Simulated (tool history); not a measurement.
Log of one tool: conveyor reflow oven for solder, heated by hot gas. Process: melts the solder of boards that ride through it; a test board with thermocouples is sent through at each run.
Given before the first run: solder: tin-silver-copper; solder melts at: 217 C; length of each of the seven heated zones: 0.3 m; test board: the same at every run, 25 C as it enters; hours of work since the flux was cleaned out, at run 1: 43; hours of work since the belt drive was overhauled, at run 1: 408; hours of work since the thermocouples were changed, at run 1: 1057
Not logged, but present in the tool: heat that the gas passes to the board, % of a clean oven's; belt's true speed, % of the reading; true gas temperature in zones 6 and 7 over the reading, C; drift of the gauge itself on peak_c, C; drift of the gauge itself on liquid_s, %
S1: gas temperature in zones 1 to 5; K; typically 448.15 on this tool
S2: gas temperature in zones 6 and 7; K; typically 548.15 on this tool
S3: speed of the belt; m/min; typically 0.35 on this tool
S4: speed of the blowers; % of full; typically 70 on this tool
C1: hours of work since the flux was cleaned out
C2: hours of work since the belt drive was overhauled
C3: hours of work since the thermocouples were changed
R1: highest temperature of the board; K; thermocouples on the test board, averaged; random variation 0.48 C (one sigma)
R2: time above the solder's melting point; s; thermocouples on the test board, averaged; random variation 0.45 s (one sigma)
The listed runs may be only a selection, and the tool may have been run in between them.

run,day,S1,S2,S3,S4,C1,C2,C3,R1,R2
1,0,448.15,548.15,0.35,70,43,408,1057,531.95,86
2,0.533,448.15,548.15,0.414,70,53,418,1067,528.25,66.7
3,0.825,448.15,548.15,0.35,70,59,424,1072,532.95,86
4,1.367,448.15,544.15,0.35,70,69,434,1083,528.05,83.7
5,1.808,448.15,548.15,0.35,54,77,442,1091,529.55,82.1
6,2.288,448.15,548.15,0.35,54,86,451,1100,529.55,82.8

For run 7, what comes out?
7,2.829,448.15,548.15,0.35,54,97,462,1110,?,?

For run 7 the tool returned R1 529.05 K, R2 82.6 s.
On a tool with no hidden condition, and with the same random variation, this run would have come out at R1 532.75 K, R2 84.8 s.
